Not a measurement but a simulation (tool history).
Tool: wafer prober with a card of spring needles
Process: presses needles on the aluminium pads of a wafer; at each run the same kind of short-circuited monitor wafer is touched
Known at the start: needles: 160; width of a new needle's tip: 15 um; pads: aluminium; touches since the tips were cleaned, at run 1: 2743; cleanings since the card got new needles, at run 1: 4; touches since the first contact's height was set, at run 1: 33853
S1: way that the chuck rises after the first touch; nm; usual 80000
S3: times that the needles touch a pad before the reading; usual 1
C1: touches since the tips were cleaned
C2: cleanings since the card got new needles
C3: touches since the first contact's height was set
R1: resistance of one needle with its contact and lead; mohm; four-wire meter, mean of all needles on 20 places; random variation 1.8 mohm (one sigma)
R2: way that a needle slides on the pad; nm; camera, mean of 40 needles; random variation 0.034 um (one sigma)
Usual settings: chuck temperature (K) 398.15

Run 1, hour 0.0: usual settings; C1 2743; C2 4; C3 33853. Result: R1 291 mohm, R2 10500 nm.
At hour 13.6: tips cleaned on abrasive film.
At hour 31.7: tips cleaned on abrasive film.
Run 2, hour 34.3: usual settings; C1 1011; C2 6; C3 46907. Result: R1 242 mohm, R2 10470 nm.
At hour 51.5: tips cleaned on abrasive film.
Run 3, hour 65.0: usual settings; C1 5159; C2 7; C3 58614. Result: R1 341 mohm, R2 10480 nm.
At hour 74.1: tips cleaned on abrasive film.
At hour 95.4: tips cleaned on abrasive film.
At hour 115.5: tips cleaned on abrasive film.
Run 4, hour 131.6: usual settings; C1 6173; C2 10; C3 83985. Result: R1 340 mohm, R2 10460 nm.
At hour 135.5: tips cleaned on abrasive film.
At hour 155.9: tips cleaned on abrasive film.
At hour 178.5: tips cleaned on abrasive film.
At hour 200.2: tips cleaned on abrasive film.
Run 5, hour 201.3: usual settings; C1 408; C2 14; C3 110494. Result: R1 213 mohm, R2 10380 nm.
At hour 219.0: tips cleaned on abrasive film.
At hour 240.4: tips cleaned on abrasive film.
Run 6, hour 242.0: usual settings; C1 582; C2 16; C3 125970. Result: R1 217 mohm, R2 10400 nm.
At hour 261.6: tips cleaned on abrasive film.
At hour 282.5: tips cleaned on abrasive film.
Run 7, hour 288.0: usual settings but S1 86000 nm, chuck temperature (K) 319.15, S3 2; C1 2096; C2 18; C3 143499. Result: R1 232 mohm, R2 11190 nm.
At hour 301.6: tips cleaned on abrasive film.
At hour 320.1: tips cleaned on abrasive film.
Run 8, hour 320.1: usual settings but S1 61000 nm, chuck temperature (K) 378.15; C1 0; C2 20; C3 155695. Result: R1 209 mohm, R2 7860 nm.
At hour 340.9: tips cleaned on abrasive film.
Run 9, hour 354.1: usual settings but S1 81000 nm, chuck temperature (K) 336.15; C1 5047; C2 21; C3 168680. Result: R1 346 mohm, R2 10460 nm.
At hour 361.8: tips cleaned on abrasive film.
At hour 383.0: tips cleaned on abrasive film.
Run 10, hour 393.4: usual settings but S1 78000 nm; C1 4003; C2 23; C3 183654. Result: R1 333 mohm, R2 10040 nm.
At hour 402.5: tips cleaned on abrasive film.
At hour 425.1: tips cleaned on abrasive film.
Run 11, hour 428.7: usual settings but S1 78000 nm; C1 1366; C2 25; C3 197063. Result: R1 260 mohm, R2 10100 nm.
At hour 445.4: tips cleaned on abrasive film.
Run 12, hour 463.2: usual settings but S1 78000 nm, chuck temperature (K) 314.15, S3 2; C1 6809; C2 26; C3 210224. Result: R1 293 mohm, R2 10050 nm.

Forecast each of these 3 alternatives for the next run:
At hour 466.6: tips cleaned on abrasive film.
At hour 483.5: height of the first contact set anew.
At hour 488.1: tips cleaned on abrasive film.
At hour 508.5: tips cleaned on abrasive film.
Run A, hour 508.5: usual settings but S1 64000 nm, chuck temperature (K) 305.15, S3 2; C1 0; C2 29; C3 9513. Result: R1 ?, R2 ?.
At hour 466.6: tips cleaned on abrasive film.
At hour 483.5: height of the first contact set anew.
At hour 488.1: tips cleaned on abrasive film.
At hour 508.5: tips cleaned on abrasive film.
Run B, hour 508.5: usual settings but S1 89000 nm, chuck temperature (K) 364.15, S3 2; C1 0; C2 29; C3 9513. Result: R1 ?, R2 ?.
At hour 466.6: tips cleaned on abrasive film.
At hour 483.5: height of the first contact set anew.
At hour 488.1: tips cleaned on abrasive film.
At hour 508.5: tips cleaned on abrasive film.
Run C, hour 508.5: usual settings but S1 78000 nm, chuck temperature (K) 314.15, S3 2; C1 0; C2 29; C3 9513. Result: R1 ?, R2 ?.

run   R1     R2
  A  193   8410
  B  182  11740
  C  181  10230
Without the tool's hidden state the same runs would have given:
run   R1     R2
  A  169   8420
  B  170  11760
  C  164  10250
